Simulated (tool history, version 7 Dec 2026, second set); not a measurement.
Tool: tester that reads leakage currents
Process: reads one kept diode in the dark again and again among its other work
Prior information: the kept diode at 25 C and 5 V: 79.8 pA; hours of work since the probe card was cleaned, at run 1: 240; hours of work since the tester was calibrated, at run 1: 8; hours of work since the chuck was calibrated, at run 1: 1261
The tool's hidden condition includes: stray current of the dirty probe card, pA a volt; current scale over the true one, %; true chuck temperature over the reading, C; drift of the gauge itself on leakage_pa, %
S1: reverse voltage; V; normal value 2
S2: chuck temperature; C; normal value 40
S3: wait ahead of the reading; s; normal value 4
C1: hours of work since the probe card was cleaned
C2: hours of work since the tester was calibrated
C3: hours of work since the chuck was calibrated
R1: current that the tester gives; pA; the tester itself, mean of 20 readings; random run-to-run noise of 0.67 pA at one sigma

{"run": 1, "day": 0.0, "S1": 2, "S2": 40, "S3": 4, "C1": 240, "C2": 8, "C3": 1261, "R1": 237.44}
{"run": 2, "day": 1.008, "S1": 2, "S2": 40, "S3": 4, "C1": 255, "C2": 22, "C3": 1276, "R1": 237.24}
{"run": 3, "day": 2.138, "S1": 2, "S2": 40, "S3": 4, "C1": 272, "C2": 39, "C3": 1292, "R1": 236.87}
{"run": 4, "day": 3.592, "S1": 1.83, "S2": 40, "S3": 4, "C1": 293, "C2": 60, "C3": 1314, "R1": 229.67}
{"run": 5, "day": 4.758, "S1": 1.83, "S2": 40, "S3": 4, "C1": 310, "C2": 77, "C3": 1331, "R1": 229.86}
{"run": 6, "day": 5.562, "S1": 1.83, "S2": 40, "S3": 4, "C1": 322, "C2": 89, "C3": 1343, "R1": 229.45}
{"run": 7, "day": 6.796, "S1": 1.83, "S2": 40, "S3": 4, "C1": 340, "C2": 107, "C3": 1361, "R1": 229}
{"run": 8, "day": 7.721, "S1": 2, "S2": 40, "S3": 4, "C1": 353, "C2": 121, "C3": 1374, "R1": 237.87}
{"run": 9, "day": 8.592, "S1": 2, "S2": 22, "S3": 4, "C1": 366, "C2": 134, "C3": 1387, "R1": 46.88}
{"run": 10, "day": 9.483, "S1": 2, "S2": 22, "S3": 4, "C1": 379, "C2": 147, "C3": 1400, "R1": 47.03}
{"run": 11, "day": 10.188, "S1": 2, "S2": 40, "S3": 4, "C1": 390, "C2": 157, "C3": 1411, "R1": 237.75}
{"run": 12, "day": 11.546, "S1": 2, "S2": 40, "S3": 4, "C1": 409, "C2": 177, "C3": 1430, "R1": 237.76}
{"run": 13, "day": 12.833, "S1": 2, "S2": 40, "S3": 4, "C1": 428, "C2": 196, "C3": 1449, "R1": 239.33}
{"run": 14, "day": 14.15, "S1": 2, "S2": 40, "S3": 4, "C1": 448, "C2": 215, "C3": 1469, "R1": 239.37}
{"run": 15, "day": 15.296, "S1": 2, "S2": 44, "S3": 4, "C1": 465, "C2": 232, "C3": 1485, "R1": 332.71}
{"run": 16, "day": 16.438, "S1": 2, "S2": 40, "S3": 7.34, "C1": 481, "C2": 249, "C3": 1502, "R1": 239.08}
{"run": 17, "day": 17.954, "S1": 2, "S2": 40, "S3": 7.34, "C1": 503, "C2": 271, "C3": 1524, "R1": 240.43}
{"run": 18, "day": 19.262, "S1": 9.07, "S2": 40, "S3": 4, "C1": 523, "C2": 290, "C3": 1544, "R1": 410.58}
{"run": 19, "day": 20.25, "S1": 1.43, "S2": 40, "S3": 0.76, "C1": 537, "C2": 305, "C3": 1558, "R1": 212.91}
{"day": 20.438, "done": "probe card cleaned and baked"}
{"run": 20, "day": 21.542, "S1": 7.01, "S2": 24, "S3": 0.76, "C1": 16, "C2": 322, "C3": 1575, "R1": 92.47}
{"run": 21, "day": 22.438, "S1": 14.98, "S2": 43, "S3": 2.85, "C1": 29, "C2": 335, "C3": 1588, "R1": 633.09}
{"run": 22, "day": 23.942, "S1": 2, "S2": 35, "S3": 4, "C1": 51, "C2": 357, "C3": 1610, "R1": 155.96}
{"day": 24.725, "done": "probe card cleaned and baked, once more"}
{"run": 23, "day": 25.179, "S1": 2, "S2": 27, "S3": 4, "C1": 7, "C2": 373, "C3": 1627, "R1": 75.74}
{"run": 24, "day": 26.038, "S1": 10.06, "S2": 52, "S3": 0.67, "C1": 19, "C2": 386, "C3": 1639, "R1": 1143.12}
{"run": 25, "day": 27.054, "S1": 11.05, "S2": 22, "S3": 2.29, "C1": 34, "C2": 401, "C3": 1654, "R1": 86.91}
{"run": 26, "day": 28.262, "S1": 11.05, "S2": 22, "S3": 2.29, "C1": 52, "C2": 418, "C3": 1672, "R1": 87.14}
{"run": 27, "day": 29.733, "S1": 1.49, "S2": 40, "S3": 1.57, "C1": 73, "C2": 440, "C3": 1693, "R1": 216.97}
{"run": 28, "day": 30.7, "S1": 4.6, "S2": 21, "S3": 7.56, "C1": 88, "C2": 454, "C3": 1708, "R1": 58.16}
{"run": 29, "day": 32.138, "S1": 4.6, "S2": 21, "S3": 7.56, "C1": 109, "C2": 475, "C3": 1729, "R1": 58.07}
{"day": 32.342, "done": "chuck's temperature calibrated"}
{"run": 30, "day": 33.688, "S1": 2.18, "S2": 40, "S3": 4, "C1": 130, "C2": 497, "C3": 20, "R1": 229.93}
{"run": 31, "day": 34.871, "S1": 3.42, "S2": 23, "S3": 4, "C1": 148, "C2": 514, "C3": 37, "R1": 58.07}

4 ways to go on from here, each from the tool as it stands after run 31. What would each give?
{"run": "A", "day": 36.292, "S1": 1.31, "S2": 54, "S3": 9.05, "C1": 168, "C2": 535, "C3": 58, "R1": "?"}
{"run": "B", "day": 36.292, "S1": 4.8, "S2": 44, "S3": 0.63, "C1": 168, "C2": 535, "C3": 58, "R1": "?"}
{"run": "C", "day": 36.292, "S1": 1.59, "S2": 40, "S3": 4, "C1": 168, "C2": 535, "C3": 58, "R1": "?"}
{"run": "D", "day": 36.292, "S1": 13.76, "S2": 23, "S3": 4, "C1": 168, "C2": 535, "C3": 58, "R1": "?"}

run=A R1=603.4
run=B R1=426.17
run=C R1=205.12
run=D R1=95.46
Had the tool no hidden state, the same runs would have come out as:
run=A R1=604.49
run=B R1=426.67
run=C R1=205.43
run=D R1=94.58

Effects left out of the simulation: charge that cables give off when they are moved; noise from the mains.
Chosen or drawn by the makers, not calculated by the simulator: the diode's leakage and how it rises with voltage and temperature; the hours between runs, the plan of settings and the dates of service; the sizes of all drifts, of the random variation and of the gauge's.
